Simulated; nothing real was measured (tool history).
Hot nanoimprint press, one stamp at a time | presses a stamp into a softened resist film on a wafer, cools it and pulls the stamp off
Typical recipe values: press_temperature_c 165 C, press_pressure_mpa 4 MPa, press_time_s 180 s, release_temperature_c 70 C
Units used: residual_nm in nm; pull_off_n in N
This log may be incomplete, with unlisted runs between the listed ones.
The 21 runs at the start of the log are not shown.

run	day	press_temperature_c	press_pressure_mpa	press_time_s	release_temperature_c	hours of work since the thermocouple was calibrated	imprints on the stamp's release coat	hours of work since the press's seals were changed	residual_nm	pull_off_n
22	14.896	155	3.3	250	77	311	140	474	159.4	91
23	15.679	165	4	304	70	322	185	484	78.8	96
24	16.667	165	4	304	70	334	243	497	79.4	99
25	17.475	165	4	304	70	345	290	507	80	92
26	18.025	165	3.39	217	66	352	322	514	98.1	100
27	18.646	165	3.84	152	70	360	358	522	107.5	96
# day 19.108: plate thermocouple calibrated
28	19.529	165	3.84	152	70	5	402	532	107.1	92
29	20.375	171	4	180	60	16	451	543	72.6	106

Run 30 has not been measured yet. What should we expect?
30	21.15	171	4	180	60	26	496	553	?	?

{"run 30": {"residual_nm": 71.9, "pull_off_n": 108}}
Had the tool carried no hidden state, the very same run would have given residual_nm 71.8 nm, pull_off_n 107 N.
